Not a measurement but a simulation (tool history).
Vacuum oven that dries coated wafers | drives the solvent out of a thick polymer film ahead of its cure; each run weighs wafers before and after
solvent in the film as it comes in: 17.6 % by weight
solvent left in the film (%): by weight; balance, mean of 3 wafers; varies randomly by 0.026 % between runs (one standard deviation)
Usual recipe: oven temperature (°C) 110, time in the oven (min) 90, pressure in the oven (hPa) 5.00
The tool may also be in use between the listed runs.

run 1 hour=0.0 | oven_temperature_(°C)=110 time_in_the_oven_(min)=90 pressure_in_the_oven_(hPa)=5.00 | solvent_left_in_the_film_(%)=1.36
run 2 hour=57.3 | oven_temperature_(°C)=110 time_in_the_oven_(min)=90 pressure_in_the_oven_(hPa)=5.00 | solvent_left_in_the_film_(%)=1.33
run 3 hour=116.5 | oven_temperature_(°C)=110 time_in_the_oven_(min)=90 pressure_in_the_oven_(hPa)=5.00 | solvent_left_in_the_film_(%)=1.36
run 4 hour=155.0 | oven_temperature_(°C)=110 time_in_the_oven_(min)=90 pressure_in_the_oven_(hPa)=5.00 | solvent_left_in_the_film_(%)=1.35
run 5 hour=222.0 | oven_temperature_(°C)=110 time_in_the_oven_(min)=90 pressure_in_the_oven_(hPa)=5.80 | solvent_left_in_the_film_(%)=1.39
run 6 hour=284.4 | oven_temperature_(°C)=110 time_in_the_oven_(min)=90 pressure_in_the_oven_(hPa)=5.80 | solvent_left_in_the_film_(%)=1.39
run 7 hour=344.8 | oven_temperature_(°C)=110 time_in_the_oven_(min)=90 pressure_in_the_oven_(hPa)=5.80 | solvent_left_in_the_film_(%)=1.44
run 8 hour=376.6 | oven_temperature_(°C)=110 time_in_the_oven_(min)=90 pressure_in_the_oven_(hPa)=5.80 | solvent_left_in_the_film_(%)=1.46
run 9 hour=434.7 | oven_temperature_(°C)=117 time_in_the_oven_(min)=60 pressure_in_the_oven_(hPa)=12.19 | solvent_left_in_the_film_(%)=1.82
run 10 hour=470.8 | oven_temperature_(°C)=117 time_in_the_oven_(min)=60 pressure_in_the_oven_(hPa)=12.19 | solvent_left_in_the_film_(%)=1.82
run 11 hour=513.2 | oven_temperature_(°C)=110 time_in_the_oven_(min)=90 pressure_in_the_oven_(hPa)=9.20 | solvent_left_in_the_film_(%)=1.60
run 12 hour=573.5 | oven_temperature_(°C)=95 time_in_the_oven_(min)=82 pressure_in_the_oven_(hPa)=15.63 | solvent_left_in_the_film_(%)=6.05

Here are 4 independent what-if runs from the current tool condition. What would each one return?
run A hour=612.2 | oven_temperature_(°C)=103 time_in_the_oven_(min)=121 pressure_in_the_oven_(hPa)=12.57 | solvent_left_in_the_film_(%)=?
run B hour=612.2 | oven_temperature_(°C)=115 time_in_the_oven_(min)=82 pressure_in_the_oven_(hPa)=7.11 | solvent_left_in_the_film_(%)=?
run C hour=612.2 | oven_temperature_(°C)=95 time_in_the_oven_(min)=50 pressure_in_the_oven_(hPa)=15.63 | solvent_left_in_the_film_(%)=?
run D hour=612.2 | oven_temperature_(°C)=116 time_in_the_oven_(min)=90 pressure_in_the_oven_(hPa)=5.00 | solvent_left_in_the_film_(%)=?

run=A solvent_left_in_the_film_(%)=2.23
run=B solvent_left_in_the_film_(%)=1.16
run=C solvent_left_in_the_film_(%)=8.26
run=D solvent_left_in_the_film_(%)=0.73
What these runs would have given with no unlogged condition in the tool:
run=A solvent_left_in_the_film_(%)=1.89
run=B solvent_left_in_the_film_(%)=0.94
run=C solvent_left_in_the_film_(%)=7.89
run=D solvent_left_in_the_film_(%)=0.54

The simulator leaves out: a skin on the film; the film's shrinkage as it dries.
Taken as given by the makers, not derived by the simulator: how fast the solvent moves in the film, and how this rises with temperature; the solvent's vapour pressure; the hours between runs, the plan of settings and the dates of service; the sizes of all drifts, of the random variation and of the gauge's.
